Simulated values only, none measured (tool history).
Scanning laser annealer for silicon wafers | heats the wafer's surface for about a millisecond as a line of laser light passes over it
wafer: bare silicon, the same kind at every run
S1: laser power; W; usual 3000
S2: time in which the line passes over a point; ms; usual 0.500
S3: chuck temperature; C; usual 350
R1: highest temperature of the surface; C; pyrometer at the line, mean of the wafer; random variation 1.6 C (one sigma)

run,hour,S1,S2,S3,R1
1,0.0,3000,0.500,350,1091
2,9.2,3000,0.500,350,1088
3,17.4,3092,0.500,350,1115
4,27.9,3000,0.500,350,1090
5,34.3,3000,0.500,350,1089
6,41.0,3000,0.543,350,1123
7,48.1,3210,0.500,350,1140
8,55.2,3210,0.500,350,1140
9,63.7,3210,0.500,350,1141
10,69.2,3000,0.500,373,1111
11,75.4,3000,0.500,373,1108
12,84.2,3000,0.523,350,1108
13,95.7,3000,0.523,350,1104
14,101.6,3186,0.500,350,1131
15,109.3,3186,0.500,350,1134
16,119.6,3186,0.500,350,1133
17,125.3,2706,0.500,350,1009
18,130.9,2706,0.500,350,1010
19,139.2,3000,0.500,350,1085
20,147.9,3000,0.500,350,1086
21,158.9,2648,0.500,350,995
22,167.4,2648,0.500,350,992
23,177.8,2648,0.500,350,996
24,183.8,2648,0.592,357,1063
25,193.0,2648,0.592,357,1065
26,204.6,2900,0.468,383,1064
27,211.1,2687,0.500,344,998
28,216.3,2687,0.500,361,1014
29,222.7,2770,0.506,358,1035
30,229.8,2685,0.402,334,913
31,239.9,2685,0.402,334,914
32,246.4,3257,0.529,334,1155
33,252.9,2919,0.357,350,940
34,258.6,2919,0.357,350,936
35,267.3,2919,0.357,350,937
36,274.0,2661,0.591,350,1059
37,283.2,2940,0.561,314,1074
38,291.2,2977,0.473,350,1051
39,296.0,2977,0.473,350,1047
40,304.1,3000,0.501,350,1078
41,314.7,3025,0.471,328,1036

The same runs without the tool's hidden state, with the same run-to-run variation:
The hidden state here: light that passes the window, % of a clean one's; laser's true power over the reading, %; width of the line over the set one, %; drift of the gauge itself on peak_c, C.
run,R1
1,1103
2,1100
3,1128
4,1103
5,1102
6,1137
7,1156
8,1156
9,1157
10,1126
11,1124
12,1124
13,1120
14,1148
15,1151
16,1151
17,1024
18,1026
19,1103
20,1104
21,1011
22,1009
23,1013
24,1082
25,1084
26,1083
27,1016
28,1032
29,1055
30,930
31,931
32,1180
33,958
34,955
35,956
36,1082
37,1098
38,1074
39,1070
40,1103
41,1060
